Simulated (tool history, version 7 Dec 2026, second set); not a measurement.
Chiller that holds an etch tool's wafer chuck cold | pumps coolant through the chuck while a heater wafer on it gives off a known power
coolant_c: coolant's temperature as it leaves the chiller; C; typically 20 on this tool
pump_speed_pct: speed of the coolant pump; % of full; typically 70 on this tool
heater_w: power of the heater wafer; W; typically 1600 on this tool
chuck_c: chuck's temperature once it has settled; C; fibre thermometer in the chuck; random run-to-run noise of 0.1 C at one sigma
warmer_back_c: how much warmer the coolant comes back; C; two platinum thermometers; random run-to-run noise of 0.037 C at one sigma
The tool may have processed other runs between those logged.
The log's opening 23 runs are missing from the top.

run     day  coolant_c  pump_speed_pct  heater_w  hours since the coolant was changed and the channels were flushed  hours since the pump was overhauled  hours since the chiller's thermometer was calibrated  chuck_c  warmer_back_c
 24  23.679         23              70      2234                                                               6730                                  763                                                  3792       42          10.39
 25  24.792         13              94      2059                                                               6756                                  790                                                  3818     27.1           6.78
 26  25.962         18              70      2059                                                               6784                                  818                                                  3847     35.7           9.53
 27  27.221         21              70      1852                                                               6815                                  848                                                  3877     36.8           8.55
 28  28.629         21              70      1852                                                               6849                                  882                                                  3911     36.7            8.6
 29  29.983         14              92      1382                                                               6881                                  915                                                  3943     23.5           4.71
 30  30.754         17              73      1987                                                               6899                                  933                                                  3962     33.4           8.72
 31  32.162         20              70      2085                                                               6933                                  967                                                  3995     37.8            9.6

Forecast each of these 4 alternatives for the next run:
  A  33.15         24              70      2085                                                               6957                                  991                                                  4019        ?              ?
  B  33.15         14              60      1166                                                               6957                                  991                                                  4019        ?              ?
  C  33.15         21              91      2085                                                               6957                                  991                                                  4019        ?              ?
  D  33.15         20              70      1156                                                               6957                                  991                                                  4019        ?              ?

run  chuck_c  warmer_back_c
  A     41.8           9.68
  B     25.3           6.43
  C     35.5           7.11
  D     30.1           5.38
Without the tool's hidden state the same runs would have given:
run  chuck_c  warmer_back_c
  A     41.8           9.68
  B     25.3           6.42
  C     35.5           7.11
  D     30.1           5.38
